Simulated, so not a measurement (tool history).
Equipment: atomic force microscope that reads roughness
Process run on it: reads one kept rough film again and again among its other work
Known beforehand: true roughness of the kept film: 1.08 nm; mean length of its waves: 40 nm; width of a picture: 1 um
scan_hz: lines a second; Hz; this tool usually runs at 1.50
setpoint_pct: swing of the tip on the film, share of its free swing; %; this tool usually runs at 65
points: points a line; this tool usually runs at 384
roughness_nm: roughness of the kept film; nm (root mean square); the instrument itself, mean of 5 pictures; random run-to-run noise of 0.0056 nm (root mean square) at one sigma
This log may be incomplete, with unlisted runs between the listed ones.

run 1 hour=0.0 | scan_hz=1.50 setpoint_pct=65 points=384 | roughness_nm=0.980
run 2 hour=35.9 | scan_hz=0.94 setpoint_pct=65 points=384 | roughness_nm=1.007
run 3 hour=90.5 | scan_hz=1.50 setpoint_pct=65 points=925 | roughness_nm=0.991
-- hour=93.7 new tip fitted
run 4 hour=114.8 | scan_hz=1.50 setpoint_pct=65 points=384 | roughness_nm=0.985
run 5 hour=155.2 | scan_hz=1.50 setpoint_pct=65 points=384 | roughness_nm=0.982
run 6 hour=183.2 | scan_hz=1.50 setpoint_pct=65 points=320 | roughness_nm=0.984
run 7 hour=239.1 | scan_hz=0.67 setpoint_pct=65 points=320 | roughness_nm=1.011
-- hour=247.6 new tip fitted
run 8 hour=291.0 | scan_hz=0.67 setpoint_pct=65 points=320 | roughness_nm=1.012
run 9 hour=340.4 | scan_hz=0.67 setpoint_pct=65 points=320 | roughness_nm=1.024
run 10 hour=386.5 | scan_hz=0.67 setpoint_pct=65 points=320 | roughness_nm=1.009
-- hour=400.7 new tip fitted
run 11 hour=417.2 | scan_hz=0.67 setpoint_pct=65 points=968 | roughness_nm=1.031
run 12 hour=461.7 | scan_hz=2.80 setpoint_pct=65 points=384 | roughness_nm=0.937
run 13 hour=501.6 | scan_hz=1.50 setpoint_pct=65 points=609 | roughness_nm=0.988
run 14 hour=524.5 | scan_hz=1.50 setpoint_pct=65 points=609 | roughness_nm=0.986
-- hour=552.9 new tip fitted
run 15 hour=575.0 | scan_hz=1.50 setpoint_pct=65 points=609 | roughness_nm=0.996
run 16 hour=606.9 | scan_hz=1.50 setpoint_pct=65 points=609 | roughness_nm=0.985
run 17 hour=639.4 | scan_hz=1.50 setpoint_pct=65 points=609 | roughness_nm=0.995
run 18 hour=670.1 | scan_hz=1.50 setpoint_pct=65 points=609 | roughness_nm=0.983
-- hour=705.9 new tip fitted
run 19 hour=721.4 | scan_hz=3.64 setpoint_pct=65 points=384 | roughness_nm=0.909
run 20 hour=749.9 | scan_hz=3.64 setpoint_pct=65 points=384 | roughness_nm=0.906
run 21 hour=796.3 | scan_hz=3.64 setpoint_pct=65 points=384 | roughness_nm=0.904
run 22 hour=835.0 | scan_hz=3.64 setpoint_pct=65 points=384 | roughness_nm=0.905
-- hour=858.4 new tip fitted
run 23 hour=868.1 | scan_hz=0.87 setpoint_pct=65 points=384 | roughness_nm=1.016
run 24 hour=892.2 | scan_hz=0.87 setpoint_pct=65 points=384 | roughness_nm=1.011
run 25 hour=917.0 | scan_hz=0.87 setpoint_pct=65 points=384 | roughness_nm=1.008
run 26 hour=948.1 | scan_hz=0.87 setpoint_pct=65 points=384 | roughness_nm=1.011
run 27 hour=1001.2 | scan_hz=0.87 setpoint_pct=65 points=384 | roughness_nm=1.002
-- hour=1010.4 new tip fitted
run 28 hour=1052.5 | scan_hz=1.50 setpoint_pct=65 points=993 | roughness_nm=0.988
-- hour=1070.3 height scale calibrated on a step standard
run 29 hour=1076.6 | scan_hz=1.01 setpoint_pct=65 points=682 | roughness_nm=1.006
run 30 hour=1103.2 | scan_hz=1.01 setpoint_pct=65 points=682 | roughness_nm=1.002
run 31 hour=1130.0 | scan_hz=1.01 setpoint_pct=65 points=682 | roughness_nm=0.991
run 32 hour=1152.8 | scan_hz=1.01 setpoint_pct=83 points=310 | roughness_nm=0.939
-- hour=1165.8 new tip fitted
run 33 hour=1185.0 | scan_hz=1.01 setpoint_pct=83 points=310 | roughness_nm=0.948
run 34 hour=1221.6 | scan_hz=1.01 setpoint_pct=83 points=310 | roughness_nm=0.934
run 35 hour=1274.1 | scan_hz=0.82 setpoint_pct=57 points=747 | roughness_nm=1.032
-- hour=1319.0 new tip fitted
run 36 hour=1319.0 | scan_hz=0.82 setpoint_pct=57 points=747 | roughness_nm=1.027
run 37 hour=1374.8 | scan_hz=1.50 setpoint_pct=82 points=963 | roughness_nm=0.904
run 38 hour=1420.5 | scan_hz=0.54 setpoint_pct=82 points=323 | roughness_nm=0.982
-- hour=1470.6 new tip fitted
run 39 hour=1470.7 | scan_hz=1.50 setpoint_pct=57 points=384 | roughness_nm=1.006
run 40 hour=1524.6 | scan_hz=0.81 setpoint_pct=65 points=384 | roughness_nm=1.005
run 41 hour=1569.9 | scan_hz=2.11 setpoint_pct=80 points=708 | roughness_nm=0.872
-- hour=1624.4 new tip fitted
run 42 hour=1624.4 | scan_hz=3.31 setpoint_pct=65 points=484 | roughness_nm=0.912
run 43 hour=1670.9 | scan_hz=1.24 setpoint_pct=58 points=365 | roughness_nm=1.010
run 44 hour=1704.3 | scan_hz=1.50 setpoint_pct=78 points=623 | roughness_nm=0.918
run 45 hour=1727.3 | scan_hz=2.74 setpoint_pct=65 points=384 | roughness_nm=0.936
run 46 hour=1762.0 | scan_hz=0.78 setpoint_pct=57 points=972 | roughness_nm=1.017
-- hour=1779.0 new tip fitted
run 47 hour=1787.8 | scan_hz=0.78 setpoint_pct=57 points=972 | roughness_nm=1.036
run 48 hour=1834.1 | scan_hz=0.86 setpoint_pct=67 points=395 | roughness_nm=1.004
run 49 hour=1866.3 | scan_hz=0.86 setpoint_pct=67 points=395 | roughness_nm=1.001
run 50 hour=1910.3 | scan_hz=0.86 setpoint_pct=67 points=395 | roughness_nm=0.991
-- hour=1930.6 new tip fitted
run 51 hour=1956.5 | scan_hz=0.67 setpoint_pct=65 points=384 | roughness_nm=1.016
run 52 hour=2008.2 | scan_hz=2.00 setpoint_pct=58 points=674 | roughness_nm=0.986

Here are 3 independent what-if runs from the current tool condition. What would each one return?
run A hour=2053.5 | scan_hz=1.50 setpoint_pct=76 points=492 | roughness_nm=?
run B hour=2053.5 | scan_hz=0.56 setpoint_pct=65 points=864 | roughness_nm=?
run C hour=2053.5 | scan_hz=1.22 setpoint_pct=55 points=674 | roughness_nm=?

run=A roughness_nm=0.928
run=B roughness_nm=1.020
run=C roughness_nm=1.012
What these runs would have given with no unlogged condition in the tool:
run=A roughness_nm=0.931
run=B roughness_nm=1.024
run=C roughness_nm=1.016
